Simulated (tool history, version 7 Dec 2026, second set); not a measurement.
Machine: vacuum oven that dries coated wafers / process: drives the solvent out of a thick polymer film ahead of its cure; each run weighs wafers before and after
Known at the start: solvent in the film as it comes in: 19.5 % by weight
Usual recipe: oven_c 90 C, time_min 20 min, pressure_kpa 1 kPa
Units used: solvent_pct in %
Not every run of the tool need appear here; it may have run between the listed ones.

run    hour  oven_c  time_min  pressure_kpa  solvent_pct
  1       0      90        20             1         2.07
  2    75.3      93        20             1         1.72
  3   140.8      90        20             1         2.02
  4   245.7      90        20             1         2.09
  5   331.4      90        20             1         2.08
  6   407.5      90        20          1.96         2.99
      445.7  -- oven's thermocouples calibrated
  7   526.2      90        20          1.96         3.46
  8   644.4      90        20          1.96         3.46
  9   775.9      90        20             1         2.58
 10   841.6      90        20             1         2.58
 11   919.2      90        20          2.38         3.91
 12  1024.6      90        20          2.38         3.88
 13  1089.4      90        19             1          2.7
     1101.7  -- vacuum gauge cleaned of residue and calibrated
 14  1176.6      90        19             1         3.38
 15  1244.8      82        19             1          5.6
 16  1358.1      82        19             1         5.63
 17  1481.1      90        20             1         3.26
 18  1592.8      85        20             1         4.56
 19  1696.8      90        20             1          3.3
 20  1801.5      90        20             1         3.29
     1844.3  -- vacuum gauge cleaned of residue and calibrated, once more
 21  1858.6      90        20             1         1.53
 22  1954.6      83        20             1         2.99
 23  2046.4      83        20             1         3.08
 24  2152.6     100        20             1         0.79
 25  2213.4     100        20             1         0.74
 26  2269.1      81        20             1         3.69
 27  2334.2     104        22          1.34         0.85
 28  2427.8      90        16           3.4         4.16
 29  2500.8      90        16           3.4         4.12
 30  2569.3      90        16           3.4         4.16
 31  2665.8      90        16           3.4         4.24
 32  2752.1     101        26          1.93         1.34
 33  2812.4     103        35          0.56          0.4
     2855.5  -- oven's thermocouples calibrated
 34    2906      90        21             1         1.88
 35  3017.3      80        20             1         4.64
 36  3072.9      80        20             1         4.53
 37  3151.9     100        30          0.57         0.59
 38  3282.6     100        30          0.57         0.62
 39  3379.8     100        30          0.57         0.72
 40  3462.6     100        30          0.57         0.68
 41  3518.8     100        30          0.57         0.66
 42    3606     100        30          0.57         0.72
 43  3738.2     100        30          0.57         0.71
 44  3817.9      90        14          3.83         5.46

Some steps in solvent_pct, run to run, broken into two amounts with sign: the step expected even without the hidden condition (settings, incoming material, random variation), and the rest, left for the hidden condition together with whatever gauge scatter is not in both the measured and the hidden-condition-free result:
What the log doesn't record here: true wafer temperature over the reading, C; true pressure over the reading, kPa; drift of the gauge itself on solvent_pct, %.
Run 6 -> 7: oven's thermocouples calibrated. solvent_pct +0.47 %: hidden state +0.5, all else -0.03.
Run 13 -> 14: vacuum gauge cleaned of residue and calibrated. solvent_pct +0.68 %: hidden state +0.66, all else +0.02.
Run 20 -> 21: vacuum gauge cleaned of residue and calibrated, once more. solvent_pct -1.76 %: hidden state -1.75, all else -0.01.
Run 27 -> 28: oven_c 104 -> 90, time_min 22 -> 16, pressure_kpa 1.34 -> 3.4. solvent_pct +3.31 %: hidden state -0.3, all else +3.61.
Run 36 -> 37: oven_c 80 -> 100, time_min 20 -> 30, pressure_kpa 1 -> 0.57. solvent_pct -3.94 %: hidden state -0.09, all else -3.85.
Run 43 -> 44: oven_c 100 -> 90, time_min 30 -> 14, pressure_kpa 0.57 -> 3.83. solvent_pct +4.75 %: hidden state -0.16, all else +4.91.

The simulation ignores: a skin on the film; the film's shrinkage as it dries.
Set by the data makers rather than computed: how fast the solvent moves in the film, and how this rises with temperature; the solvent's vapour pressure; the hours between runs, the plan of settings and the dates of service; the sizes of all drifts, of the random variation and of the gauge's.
